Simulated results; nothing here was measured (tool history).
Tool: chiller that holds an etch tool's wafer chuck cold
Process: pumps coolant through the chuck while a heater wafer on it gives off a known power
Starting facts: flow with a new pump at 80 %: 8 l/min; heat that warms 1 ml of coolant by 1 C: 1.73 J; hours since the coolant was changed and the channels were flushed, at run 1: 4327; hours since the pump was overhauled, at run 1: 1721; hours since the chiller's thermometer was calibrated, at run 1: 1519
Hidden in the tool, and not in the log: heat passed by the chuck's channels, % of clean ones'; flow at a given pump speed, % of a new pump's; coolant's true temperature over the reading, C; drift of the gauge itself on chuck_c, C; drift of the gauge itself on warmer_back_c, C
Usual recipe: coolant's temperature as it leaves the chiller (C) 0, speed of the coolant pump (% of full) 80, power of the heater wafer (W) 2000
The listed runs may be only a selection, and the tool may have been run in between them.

run,day,coolant's temperature as it leaves the chiller (C),speed of the coolant pump (% of full),power of the heater wafer (W),hours since the coolant was changed and the channels were flushed,hours since the pump was overhauled,hours since the chiller's thermometer was calibrated,chuck's temperature once it has settled (C),how much warmer the coolant comes back (C)
1,0,0,80,2000,4327,1721,1519,26.2,8.95
2,5.5,-2,80,2000,4460,1853,1651,24.2,9.03
3,12.179,-2,80,2000,4620,2013,1811,24.5,9.09
4,15.575,0,78,2000,4701,2095,1892,27.2,9.26
5,19.425,0,78,2000,4794,2187,1985,27.3,9.37
6,25.875,0,84,2000,4949,2342,2140,26,8.65
7,29.529,0,78,2000,5036,2429,2227,27.5,9.36
8,33.133,0,65,2000,5123,2516,2314,31.1,11.36
9,36.929,0,65,2000,5214,2607,2405,31.2,11.37
10,40.988,-1,83,1068,5311,2704,2502,13,4.77
11,44.996,8,67,1081,5407,2801,2598,24.4,6.01
12,48.371,7,70,1760,5488,2882,2679,33.6,9.31
13,51.212,-9,95,2408,5557,2950,2748,21,9.3
14,54.233,-9,95,1187,5629,3022,2820,5.5,4.5
15,60.154,-1,80,2000,5771,3164,2962,26.9,9.28
16,63.154,-1,80,2000,5843,3237,3034,27.1,9.32
# day 67.542: chiller's thermometer calibrated
17,68.296,-8,80,1677,5966,3359,18,16.1,7.81
18,71.608,-8,79,1677,6045,3438,98,16.4,7.96

Alternative continuations, all from the tool just after run 18; predict every row:
A,76.792,6,86,1650,6169,3563,222,?,?
B,76.792,-7,61,1369,6169,3563,222,?,?
C,76.792,-8,80,2000,6169,3563,222,?,?
D,76.792,0,80,2000,6169,3563,222,?,?

run,chuck's temperature once it has settled (C),how much warmer the coolant comes back (C)
A,28.8,7.12
B,16.7,8.55
C,21.2,9.42
D,29.2,9.35
With the hidden condition removed and each run's random variation left untouched, the same runs would have given:
run,chuck's temperature once it has settled (C),how much warmer the coolant comes back (C)
A,23.3,6.58
B,11.2,7.91
C,14.4,8.71
D,22.3,8.65

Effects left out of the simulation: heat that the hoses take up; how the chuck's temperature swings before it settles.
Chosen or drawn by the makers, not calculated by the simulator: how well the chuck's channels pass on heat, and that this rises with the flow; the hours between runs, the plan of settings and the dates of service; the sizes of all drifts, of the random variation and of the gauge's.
